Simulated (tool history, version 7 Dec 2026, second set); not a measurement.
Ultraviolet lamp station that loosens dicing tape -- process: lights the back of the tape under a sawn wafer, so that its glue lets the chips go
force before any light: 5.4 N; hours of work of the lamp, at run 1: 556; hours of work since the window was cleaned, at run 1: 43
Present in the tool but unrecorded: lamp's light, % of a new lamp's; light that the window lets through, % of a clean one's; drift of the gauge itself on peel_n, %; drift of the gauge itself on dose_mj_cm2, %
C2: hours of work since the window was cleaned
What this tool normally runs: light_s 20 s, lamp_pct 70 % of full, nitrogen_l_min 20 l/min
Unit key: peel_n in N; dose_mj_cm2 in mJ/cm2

Run 1, day 0.000: usual settings; hours of work of the lamp 556; C2 43. Result: peel_n 0.951 N, dose_mj_cm2 307 mJ/cm2.
Run 2, day 0.892: usual settings; hours of work of the lamp 568; C2 55. Result: peel_n 1.014 N, dose_mj_cm2 305 mJ/cm2.
Run 3, day 1.962: usual settings; hours of work of the lamp 583; C2 70. Result: peel_n 0.969 N, dose_mj_cm2 296 mJ/cm2.
Run 4, day 2.954: usual settings; hours of work of the lamp 596; C2 83. Result: peel_n 1.062 N, dose_mj_cm2 296 mJ/cm2.
Run 5, day 4.262: usual settings; hours of work of the lamp 614; C2 101. Result: peel_n 1.065 N, dose_mj_cm2 291 mJ/cm2.
Run 6, day 4.858: usual settings; hours of work of the lamp 622; C2 109. Result: peel_n 1.053 N, dose_mj_cm2 291 mJ/cm2.
Run 7, day 6.062: usual settings but light_s 16 s; hours of work of the lamp 638; C2 126. Result: peel_n 1.493 N, dose_mj_cm2 228 mJ/cm2.
Run 8, day 7.150: usual settings but light_s 16 s; hours of work of the lamp 653; C2 141. Result: peel_n 1.502 N, dose_mj_cm2 220 mJ/cm2.
Run 9, day 8.483: usual settings but light_s 16 s; hours of work of the lamp 671; C2 159. Result: peel_n 1.563 N, dose_mj_cm2 220 mJ/cm2.
Run 10, day 9.362: usual settings but lamp_pct 83 % of full; hours of work of the lamp 683; C2 171. Result: peel_n 0.899 N, dose_mj_cm2 319 mJ/cm2.
Run 11, day 10.217: usual settings but nitrogen_l_min 26 l/min; hours of work of the lamp 695; C2 182. Result: peel_n 1.105 N, dose_mj_cm2 265 mJ/cm2.
Run 12, day 11.338: usual settings but nitrogen_l_min 26 l/min; hours of work of the lamp 710; C2 198. Result: peel_n 1.158 N, dose_mj_cm2 260 mJ/cm2.
Run 13, day 11.975: usual settings but lamp_pct 65 % of full; hours of work of the lamp 719; C2 206. Result: peel_n 1.345 N, dose_mj_cm2 244 mJ/cm2.
Run 14, day 13.150: usual settings but lamp_pct 65 % of full; hours of work of the lamp 735; C2 222. Result: peel_n 1.428 N, dose_mj_cm2 238 mJ/cm2.
At day 13.296: window cleaned of glue's vapour.
Run 15, day 13.867: usual settings but nitrogen_l_min 22 l/min; hours of work of the lamp 745; C2 8. Result: peel_n 1.236 N, dose_mj_cm2 247 mJ/cm2.
Run 16, day 14.604: usual settings; hours of work of the lamp 755; C2 18. Result: peel_n 1.331 N, dose_mj_cm2 244 mJ/cm2.
Run 17, day 15.867: usual settings but nitrogen_l_min 7 l/min; hours of work of the lamp 772; C2 35. Result: peel_n 1.906 N, dose_mj_cm2 238 mJ/cm2.
Run 18, day 16.992: usual settings; hours of work of the lamp 787; C2 50. Result: peel_n 1.432 N, dose_mj_cm2 235 mJ/cm2.
At day 17.938: lamp changed.
Run 19, day 17.967: usual settings but lamp_pct 61 % of full; hours of work of the lamp 0; C2 63. Result: peel_n 0.698 N, dose_mj_cm2 376 mJ/cm2.
Run 20, day 18.558: usual settings but lamp_pct 61 % of full; hours of work of the lamp 8; C2 71. Result: peel_n 0.699 N, dose_mj_cm2 372 mJ/cm2.
Run 21, day 19.517: usual settings; hours of work of the lamp 22; C2 84. Result: peel_n 0.542 N, dose_mj_cm2 426 mJ/cm2.
Run 22, day 20.238: usual settings; hours of work of the lamp 31; C2 94. Result: peel_n 0.575 N, dose_mj_cm2 422 mJ/cm2.
At day 20.379: window cleaned of glue's vapour, once more.
Run 23, day 21.267: usual settings; hours of work of the lamp 45; C2 12. Result: peel_n 0.510 N, dose_mj_cm2 447 mJ/cm2.
Run 24, day 22.079: usual settings but light_s 28 s, lamp_pct 79 % of full; hours of work of the lamp 56; C2 23. Result: peel_n 0.264 N, dose_mj_cm2 707 mJ/cm2.
Run 25, day 22.846: usual settings but light_s 28 s, lamp_pct 79 % of full; hours of work of the lamp 67; C2 34. Result: peel_n 0.242 N, dose_mj_cm2 694 mJ/cm2.
Run 26, day 23.600: usual settings but lamp_pct 87 % of full, nitrogen_l_min 15 l/min; hours of work of the lamp 77; C2 44. Result: peel_n 0.422 N, dose_mj_cm2 542 mJ/cm2.
Run 27, day 24.804: usual settings but lamp_pct 87 % of full, nitrogen_l_min 15 l/min; hours of work of the lamp 93; C2 60. Result: peel_n 0.410 N, dose_mj_cm2 536 mJ/cm2.
Run 28, day 25.938: usual settings but light_s 26 s, lamp_pct 87 % of full, nitrogen_l_min 29 l/min; hours of work of the lamp 109; C2 76. Result: peel_n 0.242 N, dose_mj_cm2 694 mJ/cm2.
Run 29, day 26.642: usual settings but light_s 23 s, lamp_pct 87 % of full, nitrogen_l_min 32 l/min; hours of work of the lamp 118; C2 85. Result: peel_n 0.287 N, dose_mj_cm2 608 mJ/cm2.
Run 30, day 27.462: usual settings but lamp_pct 76 % of full, nitrogen_l_min 9 l/min; hours of work of the lamp 129; C2 97. Result: peel_n 0.718 N, dose_mj_cm2 456 mJ/cm2.
Run 31, day 28.283: usual settings but nitrogen_l_min 9 l/min; hours of work of the lamp 141; C2 108. Result: peel_n 0.843 N, dose_mj_cm2 417 mJ/cm2.
Run 32, day 29.392: usual settings but nitrogen_l_min 9 l/min; hours of work of the lamp 156; C2 123. Result: peel_n 0.827 N, dose_mj_cm2 414 mJ/cm2.
Run 33, day 30.108: usual settings but lamp_pct 95 % of full; hours of work of the lamp 166; C2 133. Result: peel_n 0.366 N, dose_mj_cm2 552 mJ/cm2.
Run 34, day 30.821: usual settings but light_s 25 s, lamp_pct 81 % of full, nitrogen_l_min 7 l/min; hours of work of the lamp 175; C2 142. Result: peel_n 0.511 N, dose_mj_cm2 587 mJ/cm2.
Run 35, day 32.004: usual settings but light_s 25 s, lamp_pct 61 % of full, nitrogen_l_min 10 l/min; hours of work of the lamp 191; C2 158. Result: peel_n 0.743 N, dose_mj_cm2 434 mJ/cm2.
Run 36, day 32.617: usual settings but light_s 13 s, lamp_pct 63 % of full, nitrogen_l_min 32 l/min; hours of work of the lamp 200; C2 167. Result: peel_n 1.234 N, dose_mj_cm2 230 mJ/cm2.
Run 37, day 33.458: usual settings but light_s 13 s, lamp_pct 63 % of full, nitrogen_l_min 32 l/min; hours of work of the lamp 211; C2 178. Result: peel_n 1.264 N, dose_mj_cm2 231 mJ/cm2.
Run 38, day 34.579: usual settings but light_s 22 s, lamp_pct 72 % of full, nitrogen_l_min 32 l/min; hours of work of the lamp 226; C2 193. Result: peel_n 0.464 N, dose_mj_cm2 439 mJ/cm2.
Run 39, day 35.842: usual settings but light_s 24 s, lamp_pct 75 % of full; hours of work of the lamp 244; C2 211. Result: peel_n 0.443 N, dose_mj_cm2 493 mJ/cm2.
Run 40, day 37.221: usual settings but light_s 24 s, lamp_pct 75 % of full; hours of work of the lamp 262; C2 229. Result: peel_n 0.442 N, dose_mj_cm2 482 mJ/cm2.
Run 41, day 38.204: usual settings but light_s 38 s, nitrogen_l_min 10 l/min; hours of work of the lamp 276; C2 243. Result: peel_n 0.320 N, dose_mj_cm2 703 mJ/cm2.
Run 42, day 39.217: usual settings but light_s 10 s, lamp_pct 74 % of full, nitrogen_l_min 27 l/min; hours of work of the lamp 290; C2 257. Result: peel_n 1.664 N, dose_mj_cm2 195 mJ/cm2.

Forecast each of these 3 alternatives for the next run:
Run A, day 39.850: usual settings but light_s 12 s, lamp_pct 76 % of full, nitrogen_l_min 16 l/min; hours of work of the lamp 298; C2 265. Result: peel_n ?, dose_mj_cm2 ?.
Run B, day 39.850: usual settings but light_s 12 s, lamp_pct 90 % of full, nitrogen_l_min 27 l/min; hours of work of the lamp 298; C2 265. Result: peel_n ?, dose_mj_cm2 ?.
Run C, day 39.850: usual settings but light_s 10 s, lamp_pct 74 % of full, nitrogen_l_min 9 l/min; hours of work of the lamp 298; C2 265. Result: peel_n ?, dose_mj_cm2 ?.

run  peel_n  dose_mj_cm2
  A   1.478          238
  B   0.980          281
  C   2.112          195
Without the tool's unlogged condition, the same runs would have read:
run  peel_n  dose_mj_cm2
  A   1.076          301
  B   0.666          356
  C   1.671          247
